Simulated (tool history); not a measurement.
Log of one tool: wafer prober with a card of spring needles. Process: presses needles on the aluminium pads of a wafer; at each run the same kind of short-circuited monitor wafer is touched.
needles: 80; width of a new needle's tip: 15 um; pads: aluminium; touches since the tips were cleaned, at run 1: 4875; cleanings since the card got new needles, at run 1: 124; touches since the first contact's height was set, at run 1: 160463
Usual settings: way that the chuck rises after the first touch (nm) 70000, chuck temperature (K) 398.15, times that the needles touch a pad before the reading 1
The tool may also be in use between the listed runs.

run   hour  way that the chuck rises after the first touch (nm)  chuck temperature (K)  times that the needles touch a pad before the reading  touches since the tips were cleaned  cleanings since the card got new needles  touches since the first contact's height was set  resistance of one needle with its contact and lead (mohm)  way that a needle slides on the pad (nm)
  1      0                                                70000                 398.15                                                      1                                 4875                                       124                                            160463                                                        331                                      8790
       2.7  -- tips cleaned on abrasive film
       9.5  -- height of the first contact set anew
      17.8  -- tips cleaned on abrasive film
  2   29.5                                                77000                 398.15                                                      1                                 4349                                       126                                              7410                                                        324                                      9660
        32  -- tips cleaned on abrasive film
      45.6  -- tips cleaned on abrasive film
  3   52.5                                                77000                 398.15                                                      1                                 2585                                       128                                             15889                                                        294                                      9450
      62.3  -- tips cleaned on abrasive film
      78.3  -- tips cleaned on abrasive film
  4   90.7                                                70000                 398.15                                                      1                                 4606                                       130                                             29997                                                        344                                      8490
      93.6  -- tips cleaned on abrasive film
     108.6  -- tips cleaned on abrasive film
  5  114.1                                                70000                 398.15                                                      1                                 2030                                       132                                             38621                                                        296                                      8550
     125.4  -- tips cleaned on abrasive film
     140.9  -- tips cleaned on abrasive film
     157.6  -- tips cleaned on abrasive film
  6  163.6                                                70000                 398.15                                                      1                                 2222                                       135                                             56918                                                        298                                      8480
     172.4  -- tips cleaned on abrasive film
     187.1  -- tips cleaned on abrasive film
  7  197.4                                                70000                 398.15                                                      3                                 3838                                       137                                             69426                                                        268                                      8340
     202.6  -- tips cleaned on abrasive film
     217.4  -- tips cleaned on abrasive film
  8  225.2                                                70000                 398.15                                                      3                                 2914                                       139                                             79706                                                        261                                      8390
     232.1  -- tips cleaned on abrasive film
     247.1  -- tips cleaned on abrasive film
     262.2  -- tips cleaned on abrasive film
  9  269.2                                                70000                 398.15                                                      3                                 2624                                       142                                             95957                                                        254                                      8350
     276.1  -- tips cleaned on abrasive film
     279.8  -- height of the first contact set anew, once more
     293.1  -- tips cleaned on abrasive film
     306.8  -- tips cleaned on abrasive film
 10  306.8                                                70000                 398.15                                                      1                                    0                                       145                                             10002                                                        230                                      9250
     321.5  -- tips cleaned on abrasive film
     337.4  -- tips cleaned on abrasive film
 11  337.4                                                70000                 398.15                                                      1                                    0                                       147                                             21280                                                        227                                      9150
     353.5  -- tips cleaned on abrasive film
     367.3  -- tips cleaned on abrasive film
 12  380.2                                                70000                 398.15                                                      1                                 4802                                       149                                             37128                                                        341                                      9210
     383.7  -- tips cleaned on abrasive film
     399.9  -- tips cleaned on abrasive film
     415.1  -- tips cleaned on abrasive film
     429.5  -- tips cleaned on abrasive film
 13  429.5                                                70000                 398.15                                                      1                                    0                                       153                                             55324                                                        231                                      9190
     443.1  -- tips cleaned on abrasive film
     459.4  -- tips cleaned on abrasive film
 14  466.1                                                70000                 335.15                                                      1                                 2509                                       155                                             68873                                                        312                                      8980
     476.1  -- tips cleaned on abrasive film
     492.3  -- tips cleaned on abrasive film
 15  499.7                                                70000                 316.15                                                      2                                 2733                                       157                                             81269                                                        263                                      9070
     508.9  -- tips cleaned on abrasive film
     522.5  -- tips cleaned on abrasive film
     538.5  -- tips cleaned on abrasive film
 16  542.3                                                51000                 392.15                                                      2                                 1405                                       160                                             97005                                                        295                                      6510
     554.7  -- tips cleaned on abrasive film
 17  562.7                                                51000                 392.15                                                      2                                 2979                                       161                                            104551                                                        325                                      6590
     571.3  -- tips cleaned on abrasive film
     585.9  -- tips cleaned on abrasive film
 18  597.9                                                51000                 392.15                                                      2                                 4482                                       163                                            117582                                                        385                                      6570
     600.9  -- tips cleaned on abrasive film
     616.5  -- tips cleaned on abrasive film
     632.9  -- tips cleaned on abrasive film
 19    633                                                65000                 298.15                                                      1                                    8                                       166                                            130498                                                        211                                      8370
     649.2  -- tips cleaned on abrasive film
       664  -- tips cleaned on abrasive film
 20  669.1                                                70000                 398.15                                                      1                                 1885                                       168                                            143858                                                        297                                      8870
       678  -- tips cleaned on abrasive film
     693.4  -- tips cleaned on abrasive film
       707  -- tips cleaned on abrasive film
 21  708.9                                                71000                 398.15                                                      1                                  725                                       171                                            158569                                                        253                                      9060
     722.3  -- tips cleaned on abrasive film
     722.6  -- height of the first contact set anew
     737.8  -- tips cleaned on abrasive film
 22  737.8                                                86000                 360.15                                                      2                                    0                                       173                                              5616                                                        208                                     11500
     751.5  -- tips cleaned on abrasive film
     766.7  -- tips cleaned on abrasive film
 23  769.8                                                86000                 315.15                                                      1                                 1162                                       175                                             17434                                                        235                                     11400
     782.9  -- tips cleaned on abrasive film
     797.6  -- tips cleaned on abrasive film
 24  797.6                                                71000                 333.15                                                      2                                    0                                       177                                             27680                                                        208                                      9310
     813.7  -- tips cleaned on abrasive film
     827.2  -- tips cleaned on abrasive film
 25  827.4                                                71000                 333.15                                                      2                                   40                                       179                                             38683                                                        209                                      9470
       841  -- tips cleaned on abrasive film
     855.7  -- tips cleaned on abrasive film
 26  865.4                                                76000                 359.15                                                      2                                 3626                                       181                                             52757                                                        269                                      9850
     870.9  -- tips cleaned on abrasive film
     885.2  -- tips cleaned on abrasive film
     900.3  -- tips cleaned on abrasive film
 27  911.8                                                69000                 359.15                                                      2                                 4286                                       184                                             69912                                                        290                                      8910
     915.3  -- tips cleaned on abrasive film
     930.9  -- tips cleaned on abrasive film
     945.4  -- tips cleaned on abrasive film
 28  957.1                                                69000                 359.15                                                      2                                 4354                                       187                                             86635                                                        301                                      9040

Hidden state or all else? Some run-to-run changes of resistance of one needle with its contact and lead (mohm), split into what the settings, what came in and random variation would give without the hidden state, and what is left for the hidden state (with any gauge scatter that isn't in both results):
The hidden state here: debris on the tips, nm; way that the needles fall short of the set height, um; tips' diameter, um; drift of the gauge itself on contact_mohm, %; drift of the gauge itself on scrub_um, %.
Run 11 -> 12: tips cleaned on abrasive film, tips cleaned on abrasive film. resistance of one needle with its contact and lead (mohm) +114: hidden state +112, all else +2.
Run 18 -> 19: way that the chuck rises after the first touch (nm) 51000 -> 65000, chuck temperature (K) 392.15 -> 298.15, times that the needles touch a pad before the reading 2 -> 1, tips cleaned on abrasive film, tips cleaned on abrasive film, tips cleaned on abrasive film. resistance of one needle with its contact and lead (mohm) -174: hidden state -143, all else -31.
